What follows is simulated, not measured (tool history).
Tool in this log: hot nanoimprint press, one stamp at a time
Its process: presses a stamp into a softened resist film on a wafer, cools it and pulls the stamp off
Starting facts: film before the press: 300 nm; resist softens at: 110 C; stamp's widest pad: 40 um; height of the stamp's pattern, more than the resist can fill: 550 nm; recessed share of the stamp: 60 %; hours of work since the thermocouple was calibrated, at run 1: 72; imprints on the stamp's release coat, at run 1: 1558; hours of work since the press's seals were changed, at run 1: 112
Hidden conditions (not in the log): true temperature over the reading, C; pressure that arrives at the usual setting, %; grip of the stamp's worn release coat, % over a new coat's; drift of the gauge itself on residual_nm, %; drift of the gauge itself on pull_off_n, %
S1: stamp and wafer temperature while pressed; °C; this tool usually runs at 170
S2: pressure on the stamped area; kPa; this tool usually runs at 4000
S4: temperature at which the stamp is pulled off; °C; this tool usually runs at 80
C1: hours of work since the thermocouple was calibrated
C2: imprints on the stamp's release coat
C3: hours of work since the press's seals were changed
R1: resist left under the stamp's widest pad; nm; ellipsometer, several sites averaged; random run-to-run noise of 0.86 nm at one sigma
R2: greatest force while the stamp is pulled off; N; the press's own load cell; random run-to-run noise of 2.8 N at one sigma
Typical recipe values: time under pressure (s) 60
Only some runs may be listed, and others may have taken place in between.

Run 1, day 0.000: usual settings; C1 72; C2 1558; C3 112. Result: R1 115.4 nm, R2 132 N.
Run 2, day 0.571: usual settings; C1 83; C2 1638; C3 122. Result: R1 116.1 nm, R2 133 N.
Run 3, day 1.104: usual settings; C1 92; C2 1713; C3 132. Result: R1 116.7 nm, R2 129 N.
Run 4, day 1.571: usual settings; C1 101; C2 1778; C3 140. Result: R1 115.5 nm, R2 131 N.
Run 5, day 2.012: usual settings; C1 109; C2 1840; C3 148. Result: R1 116.0 nm, R2 130 N.
Run 6, day 2.429: usual settings; C1 116; C2 1898; C3 156. Result: R1 115.4 nm, R2 126 N.
At day 3.058: stamp cleaned and given a new release coat.
Run 7, day 3.058: usual settings but S1 167 °C, S2 3490 kPa, time under pressure (s) 54, S4 76 °C; C1 123; C2 0; C3 163. Result: R1 151.5 nm, R2 136 N.
Run 8, day 3.508: usual settings but S1 162 °C; C1 132; C2 64; C3 171. Result: R1 183.3 nm, R2 124 N.
Run 9, day 3.904: usual settings but S2 4210 kPa; C1 139; C2 119; C3 178. Result: R1 114.4 nm, R2 131 N.
Run 10, day 4.517: usual settings but S2 5100 kPa, time under pressure (s) 94; C1 150; C2 205; C3 189. Result: R1 85.3 nm, R2 128 N.

Below are 5 alternative next runs, each starting from the tool's condition after run 10. Predict each:
Run A, day 5.258: usual settings but S1 167 °C, S2 3810 kPa, time under pressure (s) 94, S4 73 °C; C1 163; C2 309; C3 203. Result: R1 ?, R2 ?.
Run B, day 5.258: usual settings but S2 3240 kPa, time under pressure (s) 64, S4 82 °C; C1 163; C2 309; C3 203. Result: R1 ?, R2 ?.
Run C, day 5.258: usual settings but S1 169 °C, S2 3790 kPa, time under pressure (s) 56; C1 163; C2 309; C3 203. Result: R1 ?, R2 ?.
Run D, day 5.258: usual settings but S2 5820 kPa, time under pressure (s) 70; C1 163; C2 309; C3 203. Result: R1 ?, R2 ?.
Run E, day 5.258: usual settings but S4 77 °C; C1 163; C2 309; C3 203. Result: R1 ?, R2 ?.

run     R1   R2
  A  119.4  144
  B  121.5  126
  C  128.5  128
  D   91.1  126
  E  115.1  132
With the hidden condition removed and each run's random variation left untouched, the same runs would have given:
run     R1   R2
  A  119.7  144
  B  121.8  126
  C  128.8  127
  D   91.3  126
  E  115.4  132
